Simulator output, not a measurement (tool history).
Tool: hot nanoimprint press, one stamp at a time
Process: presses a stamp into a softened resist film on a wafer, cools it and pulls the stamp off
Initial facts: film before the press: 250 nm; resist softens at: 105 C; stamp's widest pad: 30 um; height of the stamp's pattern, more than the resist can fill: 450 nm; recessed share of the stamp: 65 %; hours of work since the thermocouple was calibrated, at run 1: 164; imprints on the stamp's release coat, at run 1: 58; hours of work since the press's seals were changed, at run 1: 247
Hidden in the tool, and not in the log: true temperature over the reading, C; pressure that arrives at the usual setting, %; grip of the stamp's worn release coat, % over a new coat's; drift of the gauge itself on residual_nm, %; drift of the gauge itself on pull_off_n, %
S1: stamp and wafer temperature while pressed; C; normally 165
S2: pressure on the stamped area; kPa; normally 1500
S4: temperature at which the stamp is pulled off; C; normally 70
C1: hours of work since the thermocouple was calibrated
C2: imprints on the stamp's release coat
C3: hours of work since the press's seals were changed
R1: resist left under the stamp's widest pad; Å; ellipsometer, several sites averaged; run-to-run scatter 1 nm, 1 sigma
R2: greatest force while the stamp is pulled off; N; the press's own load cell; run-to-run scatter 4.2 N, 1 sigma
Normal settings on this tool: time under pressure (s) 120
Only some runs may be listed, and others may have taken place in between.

run 1 hour=0.0 | S1=165 S2=1500 time_under_pressure_(s)=120 S4=70 | C1=164 C2=58 C3=247 | R1=1458 R2=197
run 2 hour=24.7 | S1=165 S2=1500 time_under_pressure_(s)=120 S4=70 | C1=184 C2=153 C3=267 | R1=1446 R2=206
run 3 hour=54.0 | S1=165 S2=1500 time_under_pressure_(s)=120 S4=70 | C1=207 C2=266 C3=290 | R1=1468 R2=214
run 4 hour=68.3 | S1=165 S2=1500 time_under_pressure_(s)=120 S4=70 | C1=218 C2=321 C3=302 | R1=1470 R2=202
run 5 hour=83.3 | S1=165 S2=1500 time_under_pressure_(s)=120 S4=70 | C1=230 C2=378 C3=314 | R1=1467 R2=201
run 6 hour=115.1 | S1=165 S2=1500 time_under_pressure_(s)=197 S4=70 | C1=256 C2=501 C3=339 | R1=1222 R2=205
run 7 hour=128.5 | S1=165 S2=1500 time_under_pressure_(s)=197 S4=70 | C1=266 C2=552 C3=350 | R1=1229 R2=200
-- hour=145.1 stamp cleaned and given a new release coat
run 8 hour=153.1 | S1=165 S2=1500 time_under_pressure_(s)=197 S4=76 | C1=281 C2=31 C3=365 | R1=1230 R2=169
run 9 hour=179.3 | S1=165 S2=1500 time_under_pressure_(s)=197 S4=76 | C1=302 C2=132 C3=385 | R1=1246 R2=173
-- hour=192.8 plate thermocouple calibrated
run 10 hour=204.8 | S1=165 S2=960 time_under_pressure_(s)=120 S4=70 | C1=10 C2=218 C3=403 | R1=1676 R2=205
run 11 hour=236.4 | S1=165 S2=960 time_under_pressure_(s)=120 S4=70 | C1=35 C2=340 C3=429 | R1=1698 R2=210
run 12 hour=258.1 | S1=165 S2=960 time_under_pressure_(s)=120 S4=70 | C1=52 C2=423 C3=446 | R1=1676 R2=197
run 13 hour=278.5 | S1=165 S2=960 time_under_pressure_(s)=120 S4=70 | C1=68 C2=502 C3=462 | R1=1681 R2=202
run 14 hour=300.3 | S1=165 S2=960 time_under_pressure_(s)=120 S4=70 | C1=86 C2=586 C3=479 | R1=1689 R2=196
-- hour=308.9 stamp cleaned and given a new release coat
run 15 hour=333.7 | S1=165 S2=1780 time_under_pressure_(s)=96 S4=70 | C1=107 C2=95 C3=501 | R1=1474 R2=204
run 16 hour=353.0 | S1=165 S2=1780 time_under_pressure_(s)=96 S4=70 | C1=123 C2=169 C3=517 | R1=1490 R2=197
run 17 hour=376.4 | S1=162 S2=1560 time_under_pressure_(s)=96 S4=70 | C1=141 C2=259 C3=535 | R1=1730 R2=197
run 18 hour=399.3 | S1=155 S2=1820 time_under_pressure_(s)=120 S4=76 | C1=160 C2=347 C3=553 | R1=2018 R2=167
run 19 hour=415.5 | S1=165 S2=1460 time_under_pressure_(s)=196 S4=70 | C1=173 C2=410 C3=566 | R1=1232 R2=203
run 20 hour=447.9 | S1=165 S2=1460 time_under_pressure_(s)=196 S4=70 | C1=198 C2=534 C3=592 | R1=1247 R2=202
-- hour=469.6 stamp cleaned and given a new release coat
run 21 hour=478.9 | S1=168 S2=1500 time_under_pressure_(s)=120 S4=75 | C1=218 C2=36 C3=612 | R1=1269 R2=174
run 22 hour=500.3 | S1=165 S2=2400 time_under_pressure_(s)=95 S4=74 | C1=235 C2=118 C3=629 | R1=1332 R2=182
run 23 hour=519.0 | S1=165 S2=1760 time_under_pressure_(s)=165 S4=74 | C1=250 C2=190 C3=644 | R1=1228 R2=178
run 24 hour=533.3 | S1=157 S2=1020 time_under_pressure_(s)=215 S4=70 | C1=262 C2=245 C3=655 | R1=1919 R2=208
run 25 hour=566.2 | S1=157 S2=1020 time_under_pressure_(s)=215 S4=70 | C1=288 C2=371 C3=682 | R1=1910 R2=199
run 26 hour=585.9 | S1=160 S2=1500 time_under_pressure_(s)=120 S4=70 | C1=304 C2=447 C3=697 | R1=1782 R2=202
-- hour=598.3 plate thermocouple calibrated
run 27 hour=620.8 | S1=163 S2=1500 time_under_pressure_(s)=120 S4=68 | C1=18 C2=570 C3=723 | R1=1586 R2=209
-- hour=631.6 stamp cleaned and given a new release coat
run 28 hour=640.5 | S1=172 S2=2290 time_under_pressure_(s)=120 S4=57 | C1=29 C2=35 C3=734 | R1=877 R2=268

Predict each of these 3 candidate next runs independently; none follows another, all start after run 28:
run A hour=666.3 | S1=170 S2=1500 time_under_pressure_(s)=120 S4=70 | C1=49 C2=134 C3=754 | R1=? R2=?
run B hour=666.3 | S1=165 S2=2030 time_under_pressure_(s)=120 S4=57 | C1=49 C2=134 C3=754 | R1=? R2=?
run C hour=666.3 | S1=165 S2=1630 time_under_pressure_(s)=120 S4=70 | C1=49 C2=134 C3=754 | R1=? R2=?

run=A R1=1168 R2=201
run=B R1=1290 R2=271
run=C R1=1399 R2=210
What these runs would have given with no unlogged condition in the tool:
run=A R1=1166 R2=200
run=B R1=1288 R2=271
run=C R1=1397 R2=210

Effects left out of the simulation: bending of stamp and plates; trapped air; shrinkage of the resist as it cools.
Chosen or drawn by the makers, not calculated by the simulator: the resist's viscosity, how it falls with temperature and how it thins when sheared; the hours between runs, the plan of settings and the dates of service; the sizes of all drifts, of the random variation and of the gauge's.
